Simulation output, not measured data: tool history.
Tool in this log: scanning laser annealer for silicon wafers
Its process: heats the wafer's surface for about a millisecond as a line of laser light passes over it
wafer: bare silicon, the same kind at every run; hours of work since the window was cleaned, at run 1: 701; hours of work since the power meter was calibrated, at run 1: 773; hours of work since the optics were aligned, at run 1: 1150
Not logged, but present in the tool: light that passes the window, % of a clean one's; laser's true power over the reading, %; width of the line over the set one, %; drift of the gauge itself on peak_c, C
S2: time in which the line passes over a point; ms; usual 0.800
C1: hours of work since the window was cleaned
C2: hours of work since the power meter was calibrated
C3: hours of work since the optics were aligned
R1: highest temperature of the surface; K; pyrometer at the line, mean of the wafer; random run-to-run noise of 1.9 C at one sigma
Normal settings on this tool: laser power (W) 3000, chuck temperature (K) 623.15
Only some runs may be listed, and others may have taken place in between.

run 1 hour=0.0 | laser_power_(W)=3000 S2=0.800 chuck_temperature_(K)=623.15 | C1=701 C2=773 C3=1150 | R1=1367.15
run 2 hour=32.1 | laser_power_(W)=3000 S2=0.800 chuck_temperature_(K)=623.15 | C1=722 C2=794 C3=1171 | R1=1368.15
run 3 hour=80.5 | laser_power_(W)=3000 S2=0.800 chuck_temperature_(K)=632.15 | C1=753 C2=826 C3=1203 | R1=1376.15
-- hour=109.9 optics aligned, line set to its width
run 4 hour=129.1 | laser_power_(W)=3000 S2=0.800 chuck_temperature_(K)=632.15 | C1=782 C2=855 C3=13 | R1=1385.15
run 5 hour=157.6 | laser_power_(W)=3000 S2=0.800 chuck_temperature_(K)=632.15 | C1=801 C2=873 C3=31 | R1=1386.15
run 6 hour=194.5 | laser_power_(W)=3000 S2=0.561 chuck_temperature_(K)=632.15 | C1=825 C2=898 C3=56 | R1=1253.15
run 7 hour=228.6 | laser_power_(W)=3000 S2=0.561 chuck_temperature_(K)=632.15 | C1=848 C2=920 C3=78 | R1=1254.15
run 8 hour=280.1 | laser_power_(W)=3000 S2=0.800 chuck_temperature_(K)=648.15 | C1=881 C2=954 C3=112 | R1=1401.15
run 9 hour=308.3 | laser_power_(W)=3000 S2=0.800 chuck_temperature_(K)=648.15 | C1=900 C2=972 C3=130 | R1=1392.15
run 10 hour=342.5 | laser_power_(W)=3000 S2=0.800 chuck_temperature_(K)=623.15 | C1=923 C2=995 C3=153 | R1=1371.15
run 11 hour=384.2 | laser_power_(W)=3000 S2=0.800 chuck_temperature_(K)=623.15 | C1=950 C2=1022 C3=180 | R1=1370.15
-- hour=405.9 window over the wafer cleaned
run 12 hour=419.1 | laser_power_(W)=3000 S2=0.800 chuck_temperature_(K)=623.15 | C1=9 C2=1044 C3=202 | R1=1380.15
run 13 hour=460.8 | laser_power_(W)=3000 S2=0.800 chuck_temperature_(K)=643.15 | C1=36 C2=1071 C3=230 | R1=1407.15
run 14 hour=487.8 | laser_power_(W)=3000 S2=0.804 chuck_temperature_(K)=623.15 | C1=54 C2=1089 C3=247 | R1=1391.15
run 15 hour=545.3 | laser_power_(W)=2568 S2=0.804 chuck_temperature_(K)=623.15 | C1=92 C2=1127 C3=285 | R1=1268.15
run 16 hour=601.5 | laser_power_(W)=3000 S2=0.800 chuck_temperature_(K)=623.15 | C1=129 C2=1164 C3=322 | R1=1382.15
run 17 hour=648.5 | laser_power_(W)=3000 S2=0.800 chuck_temperature_(K)=623.15 | C1=160 C2=1195 C3=353 | R1=1383.15
run 18 hour=694.5 | laser_power_(W)=3000 S2=0.800 chuck_temperature_(K)=623.15 | C1=190 C2=1225 C3=383 | R1=1379.15
run 19 hour=718.5 | laser_power_(W)=3000 S2=0.800 chuck_temperature_(K)=623.15 | C1=206 C2=1241 C3=399 | R1=1381.15
run 20 hour=756.2 | laser_power_(W)=3000 S2=0.800 chuck_temperature_(K)=623.15 | C1=230 C2=1266 C3=424 | R1=1378.15
run 21 hour=814.0 | laser_power_(W)=3000 S2=0.800 chuck_temperature_(K)=623.15 | C1=268 C2=1304 C3=462 | R1=1378.15
run 22 hour=842.3 | laser_power_(W)=2612 S2=0.677 chuck_temperature_(K)=632.15 | C1=287 C2=1322 C3=480 | R1=1225.15
run 23 hour=868.5 | laser_power_(W)=2612 S2=0.677 chuck_temperature_(K)=632.15 | C1=304 C2=1340 C3=498 | R1=1225.15
run 24 hour=902.7 | laser_power_(W)=2627 S2=0.800 chuck_temperature_(K)=616.15 | C1=327 C2=1362 C3=520 | R1=1269.15
run 25 hour=960.5 | laser_power_(W)=2627 S2=0.800 chuck_temperature_(K)=616.15 | C1=365 C2=1400 C3=558 | R1=1266.15

The next listed run, before its measurement:
run 26 hour=1014.9 | laser_power_(W)=2627 S2=0.800 chuck_temperature_(K)=616.15 | C1=401 C2=1436 C3=594 | R1=?

{"run 26": {"R1": 1267.15}}
If the tool had no hidden condition, the same run with the same run-to-run variation would have returned R1 1284.15 K.

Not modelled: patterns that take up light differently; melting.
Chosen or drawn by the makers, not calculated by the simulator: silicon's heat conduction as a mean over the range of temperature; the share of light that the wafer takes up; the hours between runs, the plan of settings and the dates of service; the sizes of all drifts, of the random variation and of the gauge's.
